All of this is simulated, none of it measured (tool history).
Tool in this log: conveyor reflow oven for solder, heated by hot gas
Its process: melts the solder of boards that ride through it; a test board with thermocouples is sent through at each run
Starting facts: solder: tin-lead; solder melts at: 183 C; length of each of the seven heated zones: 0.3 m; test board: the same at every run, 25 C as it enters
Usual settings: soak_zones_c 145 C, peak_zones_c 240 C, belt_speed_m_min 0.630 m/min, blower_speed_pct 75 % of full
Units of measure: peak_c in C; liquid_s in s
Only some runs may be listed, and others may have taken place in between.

run,hour,soak_zones_c,peak_zones_c,belt_speed_m_min,blower_speed_pct,peak_c,liquid_s
1,0.0,145,240,0.630,75,222.2,47.5
2,64.6,145,240,0.630,79,222.8,47.5
# hour 81.7: flux residue cleaned out of gas plates and filters
3,156.5,145,240,0.630,79,224.5,48.4
4,199.2,132,240,0.630,79,222.3,44.1
5,280.5,145,240,0.630,75,223.3,47.6
6,363.8,145,240,0.630,75,222.9,48.0
# hour 374.3: flux residue cleaned out of gas plates and filters
7,456.0,145,240,0.630,75,224.5,48.4
# hour 496.9: thermocouples of zones 6 and 7 changed
8,505.6,145,240,0.630,75,222.7,47.5
# hour 555.3: belt drive overhauled, speed set with a stopwatch
9,558.1,145,240,0.630,75,221.9,46.7
10,649.6,145,240,0.594,75,223.8,50.2
# hour 670.0: flux residue cleaned out of gas plates and filters
11,736.3,145,255,0.630,75,236.1,52.6
12,794.9,145,255,0.630,75,235.9,52.7
13,889.6,145,255,0.630,75,235.4,52.3
# hour 962.1: flux residue cleaned out of gas plates and filters
14,985.7,145,237,0.639,75,220.7,45.9
15,1066.1,145,244,0.545,75,231.6,59.3
16,1117.2,145,240,0.630,61,219.7,45.8
17,1162.6,132,231,0.577,77,216.1,44.8
# hour 1254.4: flux residue cleaned out of gas plates and filters
18,1260.5,145,240,0.630,69,223.7,47.6
19,1325.4,145,240,0.630,69,223.2,47.3
20,1423.9,145,254,0.630,58,231.7,51.3
21,1493.3,145,239,0.630,58,218.7,45.0
# hour 1534.0: belt drive overhauled, speed set with a stopwatch
# hour 1548.1: flux residue cleaned out of gas plates and filters
22,1548.1,136,231,0.691,75,212.3,34.9

Each row is a separate what-if for the run after 22, all from the same tool condition, not one after another. Results?
A,1593.9,142,231,0.691,75,?,?
B,1593.9,136,234,0.533,75,?,?
C,1593.9,144,231,0.541,71,?,?

run,peak_c,liquid_s
A,212.9,36.9
B,223.4,53.9
C,220.2,53.7
The same runs, with their run-to-run variation unchanged, on a tool lacking any hidden condition would have given:
run,peak_c,liquid_s
A,211.8,36.3
B,222.0,53.2
C,218.8,53.0
